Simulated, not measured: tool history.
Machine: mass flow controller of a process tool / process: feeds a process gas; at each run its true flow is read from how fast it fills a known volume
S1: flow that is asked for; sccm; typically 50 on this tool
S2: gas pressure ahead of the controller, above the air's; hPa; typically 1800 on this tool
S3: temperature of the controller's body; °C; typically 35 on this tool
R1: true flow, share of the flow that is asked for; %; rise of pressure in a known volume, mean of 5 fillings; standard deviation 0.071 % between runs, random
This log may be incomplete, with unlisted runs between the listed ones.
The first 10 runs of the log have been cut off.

At hour 3553.4: controller exchanged for a calibrated one.
Run 11, hour 3809.6: usual settings but S2 2000 hPa, S3 39 °C. Result: R1 100.12 %.
Run 12, hour 4249.2: usual settings. Result: R1 99.94 %.
Run 13, hour 4467.5: usual settings. Result: R1 100.15 %.
Run 14, hour 4756.6: usual settings. Result: R1 100.27 %.
Run 15, hour 5067.6: usual settings. Result: R1 100.52 %.
Run 16, hour 5420.8: usual settings. Result: R1 100.50 %.
Run 17, hour 5652.1: usual settings. Result: R1 100.75 %.
Run 18, hour 5872.0: usual settings but S1 56 sccm, S2 2100 hPa. Result: R1 100.99 %.
Run 19, hour 6163.3: usual settings but S1 28 sccm, S2 2530 hPa. Result: R1 101.91 %.
Run 20, hour 6657.7: usual settings but S3 30 °C. Result: R1 101.05 %.
Run 21, hour 6917.5: usual settings but S3 30 °C. Result: R1 101.11 %.
Run 22, hour 7197.6: usual settings but S3 30 °C. Result: R1 101.21 %.
Run 23, hour 7592.6: usual settings but S3 30 °C. Result: R1 101.30 %.
Run 24, hour 8063.1: usual settings but S3 30 °C. Result: R1 101.56 %.
Run 25, hour 8538.3: usual settings but S3 30 °C. Result: R1 101.74 %.
Run 26, hour 8896.0: usual settings but S1 32 sccm, S2 1620 hPa, S3 26 °C. Result: R1 102.36 %.
Run 27, hour 9190.9: usual settings but S1 32 sccm, S2 1620 hPa, S3 26 °C. Result: R1 102.61 %.
Run 28, hour 9627.7: usual settings but S1 16 sccm, S2 1620 hPa, S3 29 °C. Result: R1 105.58 %.
Run 29, hour 9985.4: usual settings but S1 16 sccm, S2 1480 hPa, S3 29 °C. Result: R1 105.82 %.
Run 30, hour 10210.1: usual settings but S1 31 sccm, S2 2280 hPa. Result: R1 104.05 %.
Run 31, hour 10446.0: usual settings but S1 31 sccm, S2 2280 hPa. Result: R1 104.16 %.
Run 32, hour 10753.5: usual settings but S1 26 sccm, S2 2500 hPa, S3 27 °C. Result: R1 104.83 %.
Run 33, hour 11243.5: usual settings but S1 26 sccm, S2 2500 hPa, S3 27 °C. Result: R1 105.34 %.
Run 34, hour 11575.2: usual settings but S1 26 sccm, S2 2500 hPa, S3 31 °C. Result: R1 105.59 %.

Branching from run 34: 5 alternative next runs. What would each branch give?
Run A, hour 11823.5: usual settings but S3 29 °C. Result: R1 ?.
Run B, hour 11823.5: usual settings but S1 14 sccm, S2 2800 hPa, S3 25 °C. Result: R1 ?.
Run C, hour 11823.5: usual settings but S1 19 sccm, S2 1470 hPa, S3 38 °C. Result: R1 ?.
Run D, hour 11823.5: usual settings but S1 82 sccm, S2 1620 hPa. Result: R1 ?.
Run E, hour 11823.5: usual settings but S1 26 sccm, S2 2500 hPa, S3 27 °C. Result: R1 ?.

run      R1
  A  103.31
  B  109.68
  C  106.79
  D  102.49
  E  105.79
Without the tool's hidden state the same runs would have given:
run     R1
  A  99.72
  B  99.94
  C  99.30
  D  99.84
  E  99.99
